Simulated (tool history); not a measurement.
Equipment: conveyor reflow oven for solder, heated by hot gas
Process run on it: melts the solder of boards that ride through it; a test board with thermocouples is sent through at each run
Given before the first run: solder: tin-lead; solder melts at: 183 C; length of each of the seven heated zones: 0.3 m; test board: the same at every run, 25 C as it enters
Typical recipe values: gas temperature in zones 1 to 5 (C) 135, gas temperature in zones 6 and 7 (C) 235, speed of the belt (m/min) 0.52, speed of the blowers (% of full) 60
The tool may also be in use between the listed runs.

run	day	gas temperature in zones 1 to 5 (C)	gas temperature in zones 6 and 7 (C)	speed of the belt (m/min)	speed of the blowers (% of full)	highest temperature of the board (C)	time above the solder's melting point (s)
1	0	135	235	0.52	60	214.9	48.9
2	0.258	135	235	0.51	60	215.8	50.7
3	0.829	135	235	0.52	75	219.2	52
4	1.146	135	235	0.52	60	215	48.8
5	1.688	135	235	0.52	60	215	48.6
# day 2.112: flux residue cleaned out of gas plates and filters
6	2.383	135	235	0.52	60	217.3	50.4
7	2.758	135	235	0.52	60	216.9	51.2
8	3.325	135	235	0.52	60	216.6	50.8
9	3.938	135	235	0.441	60	222.3	64.9
10	4.504	135	235	0.52	67	219.6	52.1
11	4.838	135	237	0.52	60	218.7	51.9
12	5.154	135	235	0.52	60	217	51
13	5.546	135	235	0.52	60	216.3	50.9
14	6.133	135	235	0.52	60	216.4	50.7
15	6.517	135	235	0.52	60	216.5	50.9
16	7	135	235	0.52	60	217	50.2
17	7.4	132	235	0.52	81	221.7	53.5
18	7.758	132	235	0.559	81	219.2	48.6
19	8.325	132	235	0.559	81	219.3	48.3
20	8.942	142	227	0.591	71	209.8	41.7
21	9.254	148	227	0.591	65	209.9	42.9
22	9.867	131	235	0.52	60	215.1	48.4
23	10.4	131	235	0.52	60	215.5	48.2
24	10.683	131	235	0.52	60	215.4	48.2
25	11.275	133	235	0.52	77	220.1	53.1
26	11.692	133	235	0.52	77	220.6	53.1
27	12.212	133	235	0.52	77	220.2	53.4
28	12.8	135	235	0.52	68	218.1	51.9
# day 13.062: thermocouples of zones 6 and 7 changed
29	13.238	135	232	0.573	60	211.8	41.2
30	13.642	135	248	0.554	68	229.6	54.5
31	14.083	135	238	0.468	82	228.1	65

Results for each run, recomputed without the tool's hidden state and with each run's random variation untouched:
Hidden state present: heat that the gas passes to the board, % of a clean oven's; belt's true speed, % of the reading; true gas temperature in zones 6 and 7 over the reading, C; drift of the gauge itself on peak_c, C; drift of the gauge itself on liquid_s, %.
run	highest temperature of the board (C)	time above the solder's melting point (s)
1	217.6	51.2
2	218.5	53
3	222.2	54.2
4	217.8	51.2
5	217.8	51.1
6	218.1	50.9
7	217.7	51.8
8	217.4	51.4
9	223.2	65.5
10	220.6	52.7
11	219.7	52.5
12	218.1	51.7
13	217.4	51.7
14	217.5	51.5
15	217.7	51.7
16	218.2	51.1
17	223.1	54.3
18	220.7	49.5
19	220.8	49.2
20	211.3	42.9
21	211.3	44.1
22	216.7	49.6
23	217.2	49.5
24	217.1	49.5
25	222	54.3
26	222.5	54.3
27	222.2	54.6
28	220.1	53.3
29	212.4	41.8
30	230.4	54.8
31	228.7	65.3

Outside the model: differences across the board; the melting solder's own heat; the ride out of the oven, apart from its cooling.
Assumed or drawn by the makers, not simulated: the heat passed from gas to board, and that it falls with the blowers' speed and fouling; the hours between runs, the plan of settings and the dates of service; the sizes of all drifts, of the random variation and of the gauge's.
